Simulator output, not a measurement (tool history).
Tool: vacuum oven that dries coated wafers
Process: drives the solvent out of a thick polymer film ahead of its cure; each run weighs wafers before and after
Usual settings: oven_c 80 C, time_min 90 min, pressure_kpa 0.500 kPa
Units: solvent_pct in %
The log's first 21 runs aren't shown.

| run | day | oven_c | time_min | pressure_kpa | hours of work since the thermocouples were calibrated | hours of work since the vacuum gauge was cleaned of residue | solvent_pct |
|---|---|---|---|---|---|---|---|
| 22 | 15.312 | 93 | 90 | 0.500 | 850 | 31 | 0.33 |
| 23 | 15.729 | 80 | 90 | 0.500 | 856 | 37 | 2.79 |
| 24 | 16.425 | 80 | 90 | 0.500 | 865 | 46 | 2.83 |
| 25 | 16.929 | 80 | 52 | 1.128 | 872 | 53 | 6.24 |
| 26 | 17.442 | 80 | 52 | 1.128 | 879 | 60 | 6.19 |
| 27 | 18.462 | 69 | 48 | 0.731 | 893 | 74 | 11.37 |
|  | 18.879 | vacuum gauge cleaned of residue and calibrated, once more |
| 28 | 18.979 | 69 | 48 | 0.731 | 899 | 1 | 11.35 |
| 29 | 19.838 | 69 | 62 | 0.731 | 910 | 13 | 10.14 |
| 30 | 20.471 | 69 | 62 | 0.731 | 919 | 22 | 10.17 |
| 31 | 21.238 | 69 | 62 | 0.731 | 929 | 32 | 10.10 |
| 32 | 21.812 | 68 | 90 | 0.405 | 937 | 40 | 8.10 |
| 33 | 22.808 | 73 | 148 | 0.405 | 951 | 53 | 2.95 |
| 34 | 23.817 | 80 | 161 | 0.500 | 964 | 67 | 0.80 |
| 35 | 24.392 | 80 | 90 | 0.745 | 972 | 75 | 2.92 |
| 36 | 24.888 | 80 | 90 | 0.745 | 979 | 81 | 3.01 |
| 37 | 25.333 | 81 | 123 | 0.729 | 985 | 87 | 1.40 |
| 38 | 25.954 | 66 | 90 | 0.500 | 993 | 96 | 9.16 |
| 39 | 26.717 | 67 | 110 | 0.602 | 1003 | 106 | 7.49 |
| 40 | 27.217 | 67 | 110 | 0.602 | 1010 | 113 | 7.55 |
| 41 | 27.633 | 77 | 54 | 0.643 | 1016 | 118 | 7.25 |
| 42 | 28.650 | 79 | 59 | 0.500 | 1030 | 132 | 5.77 |
| 43 | 29.617 | 75 | 45 | 0.280 | 1043 | 145 | 9.06 |
| 44 | 30.446 | 70 | 97 | 0.500 | 1054 | 156 | 6.84 |
| 45 | 31.138 | 90 | 97 | 0.455 | 1063 | 166 | 0.42 |

Forecast run 46:
| 46 | 32.038 | 90 | 97 | 0.455 | 1075 | 178 | ? |

solvent_pct: 0.46 %
Without the tool's hidden state the same run would have given solvent_pct 0.35 %.
